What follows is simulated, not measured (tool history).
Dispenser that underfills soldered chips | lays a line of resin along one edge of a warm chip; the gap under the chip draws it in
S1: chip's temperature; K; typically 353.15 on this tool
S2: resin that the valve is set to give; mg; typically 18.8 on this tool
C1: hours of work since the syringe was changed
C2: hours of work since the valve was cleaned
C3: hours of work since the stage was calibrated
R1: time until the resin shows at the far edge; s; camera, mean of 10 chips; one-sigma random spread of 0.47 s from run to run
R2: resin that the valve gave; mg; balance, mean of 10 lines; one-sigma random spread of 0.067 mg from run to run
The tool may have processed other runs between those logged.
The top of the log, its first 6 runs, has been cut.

run,hour,S1,S2,C1,C2,C3,R1,R2
# hour 63.5: new syringe of resin
# hour 68.3: dispensing valve cleaned and set on the balance
7,72.0,367.15,20.7,6,3,445,35.4,20.72
# hour 73.9: new syringe of resin
8,79.9,367.15,23.7,5,9,451,33.2,23.67
# hour 81.5: stage's temperature calibrated
# hour 83.8: new syringe of resin
9,92.3,368.15,18.8,7,17,8,35.2,18.53
# hour 93.7: new syringe of resin
10,98.6,368.15,18.8,4,22,13,28.2,18.63
# hour 102.9: new syringe of resin
11,105.0,368.15,18.8,2,27,18,23.8,18.45
12,111.1,368.15,18.8,6,31,22,35.9,18.50
# hour 112.5: new syringe of resin
# hour 121.6: new syringe of resin
13,123.5,368.15,18.8,1,41,31,23.8,18.42
# hour 131.7: new syringe of resin
14,133.6,353.15,17.4,1,48,39,42.8,16.94
# hour 140.8: new syringe of resin
15,147.9,353.15,17.4,5,59,50,60.2,16.83
# hour 150.2: new syringe of resin
# hour 159.5: new syringe of resin
16,160.4,353.15,17.9,1,68,59,41.5,17.24
# hour 169.1: new syringe of resin
17,175.1,353.15,18.8,5,79,70,54.8,17.97
# hour 178.3: new syringe of resin
18,182.8,353.15,19.0,4,85,76,48.5,18.11
# hour 187.3: new syringe of resin
19,191.6,353.15,19.0,3,92,82,48.3,18.05
# hour 196.6: new syringe of resin
20,204.5,343.15,16.1,6,101,92,97.4,15.28
# hour 206.1: new syringe of resin
21,211.3,355.15,20.1,4,106,97,46.6,18.91

Run 22 has not been measured yet. What should we expect?
# hour 215.3: new syringe of resin
# hour 218.9: dispensing valve cleaned and set on the balance
22,219.3,355.15,20.1,2,0,102,?,?

R1: 42.0 s
R2: 20.03 mg
On a tool with no hidden condition, and with the same random variation, this run would have come out at R1 33.7 s, R2 20.04 mg.

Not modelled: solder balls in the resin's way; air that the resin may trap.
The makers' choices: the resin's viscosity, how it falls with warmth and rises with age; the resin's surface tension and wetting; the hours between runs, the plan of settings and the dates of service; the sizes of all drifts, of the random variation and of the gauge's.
